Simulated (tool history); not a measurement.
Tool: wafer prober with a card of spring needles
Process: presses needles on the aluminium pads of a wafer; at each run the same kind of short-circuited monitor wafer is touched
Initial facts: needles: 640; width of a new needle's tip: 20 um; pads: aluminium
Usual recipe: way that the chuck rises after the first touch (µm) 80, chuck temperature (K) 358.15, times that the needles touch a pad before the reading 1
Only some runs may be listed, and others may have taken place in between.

run   hour  way that the chuck rises after the first touch (µm)  chuck temperature (K)  times that the needles touch a pad before the reading  resistance of one needle with its contact and lead (mohm)  way that a needle slides on the pad (µm)
  1      0                                                   80                 358.15                                                      1                                                        206                                     13.01
       6.8  -- tips cleaned on abrasive film
      22.7  -- tips cleaned on abrasive film
  2   24.3                                                   80                 358.15                                                      1                                                        160                                      12.9
      38.4  -- tips cleaned on abrasive film
  3   42.7                                                   71                 358.15                                                      1                                                        210                                     11.53
      54.7  -- tips cleaned on abrasive film
  4   60.6                                                   71                 358.15                                                      1                                                        222                                      11.5
      68.4  -- tips cleaned on abrasive film
      82.8  -- tips cleaned on abrasive film
  5   90.4                                                   80                 380.15                                                      1                                                        210                                     12.91
      98.5  -- tips cleaned on abrasive film
  6    106                                                   80                 380.15                                                      1                                                        210                                     12.89
     111.2  -- height of the first contact set anew
       113  -- tips cleaned on abrasive film
     126.7  -- tips cleaned on abrasive film
  7  132.9                                                   80                 380.15                                                      1                                                        196                                     13.04
     141.5  -- tips cleaned on abrasive film
  8  154.3                                                   80                 380.15                                                      1                                                        220                                     12.99
     157.2  -- tips cleaned on abrasive film
  9  168.2                                                   97                 303.15                                                      1                                                        187                                     15.78

Expected results for the next run?
     171.5  -- tips cleaned on abrasive film
 10  183.9                                                   99                 335.15                                                      1                                                          ?                                         ?

{"run 10": {"resistance of one needle with its contact and lead (mohm)": 191, "way that a needle slides on the pad (µm)": 16.05}}
Take away the tool's hidden state, keep the run-to-run variation as it was, and the same run would have given resistance of one needle with its contact and lead (mohm) 123, way that a needle slides on the pad (µm) 16.15.

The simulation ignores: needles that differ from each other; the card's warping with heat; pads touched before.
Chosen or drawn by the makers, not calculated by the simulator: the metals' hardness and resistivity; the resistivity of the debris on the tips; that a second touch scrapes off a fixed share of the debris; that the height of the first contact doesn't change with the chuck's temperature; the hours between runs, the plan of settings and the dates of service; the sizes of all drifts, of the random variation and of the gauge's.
